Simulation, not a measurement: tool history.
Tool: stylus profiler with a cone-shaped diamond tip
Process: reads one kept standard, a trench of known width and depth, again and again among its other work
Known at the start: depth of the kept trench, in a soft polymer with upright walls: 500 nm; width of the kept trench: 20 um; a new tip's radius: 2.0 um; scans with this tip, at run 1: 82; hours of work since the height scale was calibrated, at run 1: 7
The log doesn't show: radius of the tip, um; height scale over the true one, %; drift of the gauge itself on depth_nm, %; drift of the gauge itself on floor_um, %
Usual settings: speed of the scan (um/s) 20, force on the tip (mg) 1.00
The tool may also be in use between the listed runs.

run   hour  speed of the scan (um/s)  force on the tip (mg)  scans with this tip  hours of work since the height scale was calibrated  depth of the trench (angstrom)  width of the trench's floor (nm)
  1    0.0                        20                   1.00                   82                                                    7                          5042.7                             17230
  2   11.8                        23                   1.00                  150                                                   12                          5041.6                             17140
  3   28.3                        23                   1.00                  245                                                   20                          5043.8                             17150
  4   43.7                        23                   1.00                  334                                                   27                          5041.7                             17070
  5   51.3                        31                   1.00                  378                                                   31                          5039.4                             17030
  6   63.6                        31                   1.00                  449                                                   37                          5041.4                             17000
  7   74.9                        10                   1.00                  514                                                   42                          5042.9                             17150
  8   84.7                        20                   1.00                  571                                                   47                          5043.3                             17080
  9   92.7                        20                   1.00                  617                                                   51                          5043.7                             17080
 10  103.8                         6                   1.00                  681                                                   56                          5042.7                             17140
 11  120.0                         6                   1.00                  775                                                   64                          5043.2                             17140
 12  132.8                         6                   1.00                  849                                                   70                          5041.5                             17110
 13  143.3                         6                   1.00                  909                                                   75                          5043.2                             17110
 14  151.6                        20                   1.00                  957                                                   79                          5040.9                             16960
 15  167.2                        20                   0.39                 1047                                                   86                          5020.5                             16910
 16  179.1                        20                   1.00                 1116                                                   92                          5042.1                             16950
 17  187.9                        20                   0.60                 1167                                                   96                          5027.9                             16960
 18  200.5                        20                   0.60                 1239                                                  102                          5028.3                             16890
 19  215.2                        20                   1.00                 1324                                                  109                          5042.1                             16910
 20  223.0                        20                   1.00                 1369                                                  113                          5040.2                             16880
 21  235.1                        20                   1.00                 1439                                                  118                          5041.2                             16900
 22  244.0                        20                   1.00                 1491                                                  123                          5043.0                             16910
 23  254.0                        23                   1.00                 1548                                                  127                          5040.6                             16910
     255.4  -- height scale calibrated on a step standard
 24  264.0                        23                   1.00                 1603                                                    4                          5037.0                             16890
 25  273.5                        20                   2.24                 1658                                                    9                          5068.5                             16980

Run 26 comes next. What will it give?
 26  288.1                         5                   2.94                 1742                                                   16                               ?                                 ?

depth of the trench (angstrom): 5086.3
width of the trench's floor (nm): 16990
Without the tool's hidden state the same run would have given depth of the trench (angstrom) 5091.8, width of the trench's floor (nm) 17350.
